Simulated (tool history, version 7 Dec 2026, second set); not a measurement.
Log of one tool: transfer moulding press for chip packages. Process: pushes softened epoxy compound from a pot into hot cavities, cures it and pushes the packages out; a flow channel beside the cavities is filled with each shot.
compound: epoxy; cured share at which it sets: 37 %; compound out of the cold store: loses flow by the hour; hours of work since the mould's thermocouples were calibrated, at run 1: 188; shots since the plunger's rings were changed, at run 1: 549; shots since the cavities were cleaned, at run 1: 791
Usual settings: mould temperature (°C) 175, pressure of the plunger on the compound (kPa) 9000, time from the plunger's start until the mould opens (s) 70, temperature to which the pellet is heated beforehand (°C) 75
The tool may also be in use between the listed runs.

run	day	mould temperature (°C)	pressure of the plunger on the compound (kPa)	time from the plunger's start until the mould opens (s)	temperature to which the pellet is heated beforehand (°C)	hours of work since the mould's thermocouples were calibrated	shots since the plunger's rings were changed	shots since the cavities were cleaned	incoming compound's hours out of the cold store	length that the compound runs in the flow channel (mm)	greatest force on the pins that push the packages out (N)
1	0.000	175	9000	70	75	188	549	791	11.5	994	870
# day 0.475: cavities cleaned with cleaning compound and waxed
2	1.979	175	9000	70	75	224	1430	691	36.4	898	803
# day 2.658: cavities cleaned with cleaning compound and waxed
3	4.283	175	9000	97	75	266	2461	747	23.0	939	627
# day 4.892: cavities cleaned with cleaning compound and waxed
4	6.821	174	9000	70	75	311	3601	887	44.6	855	909
# day 7.083: cavities cleaned with cleaning compound and waxed
5	7.888	174	9000	70	75	330	4063	369	14.1	954	851
# day 8.358: plunger's sealing rings changed
6	9.200	174	9000	70	75	353	389	926	15.4	988	955
# day 9.483: cavities cleaned with cleaning compound and waxed
7	11.554	174	9000	70	75	395	1443	953	11.9	989	968
# day 11.842: cavities cleaned with cleaning compound and waxed
8	13.183	174	8760	70	75	424	2164	618	45.9	860	872
# day 14.071: cavities cleaned with cleaning compound and waxed
9	15.404	174	8760	70	75	464	3156	614	20.1	924	945
# day 16.262: cavities cleaned with cleaning compound and waxed
10	17.067	174	8760	70	75	494	3892	369	43.3	841	795
# day 18.046: plunger's sealing rings changed
# day 18.696: cavities cleaned with cleaning compound and waxed
11	18.733	171	8760	70	75	522	287	17	22.7	955	637
12	20.458	171	8760	70	75	554	1081	811	32.0	919	1162
# day 20.938: cavities cleaned with cleaning compound and waxed
13	22.721	171	8760	70	75	595	2092	820	15.8	967	1223
# day 23.204: cavities cleaned with cleaning compound and waxed
14	24.004	175	10000	60	73	617	2655	369	15.3	1015	1180
15	25.100	169	7290	70	75	638	3159	873	40.3	810	1302
# day 25.379: cavities cleaned with cleaning compound and waxed
16	26.183	169	7580	70	71	657	3629	371	44.4	813	1128
17	27.246	181	9780	73	71	676	4118	860	11.3	989	688
# day 27.729: plunger's sealing rings changed
# day 27.792: cavities cleaned with cleaning compound and waxed
18	28.479	181	9110	101	66	696	317	317	12.5	973	525
# day 30.033: cavities cleaned with cleaning compound and waxed
19	30.117	181	9110	101	66	725	1042	38	18.4	951	363
20	31.433	172	9000	70	76	750	1647	643	19.9	972	1059
# day 32.388: cavities cleaned with cleaning compound and waxed
21	32.850	175	9000	70	69	775	2269	212	41.7	877	663
# day 34.650: cavities cleaned with cleaning compound and waxed
22	34.971	175	9000	79	75	813	3217	147	19.9	944	531
# day 35.433: mould's thermocouples calibrated
# day 37.029: cavities cleaned with cleaning compound and waxed
23	37.267	175	7720	97	76	33	4207	109	20.1	865	422

Forecast each of these 3 alternatives for the next run:
# day 37.533: plunger's sealing rings changed
A	38.996	175	7020	84	66	63	674	857	39.0	?	?
# day 37.533: plunger's sealing rings changed
B	38.996	175	7830	97	82	63	674	857	36.1	?	?
# day 37.533: plunger's sealing rings changed
C	38.996	175	7720	97	69	63	674	857	17.6	?	?

run	length that the compound runs in the flow channel (mm)	greatest force on the pins that push the packages out (N)
A	784	693
B	850	657
C	903	650
Without the tool's hidden state the same runs would have given:
run	length that the compound runs in the flow channel (mm)	greatest force on the pins that push the packages out (N)
A	789	344
B	856	324
C	909	322
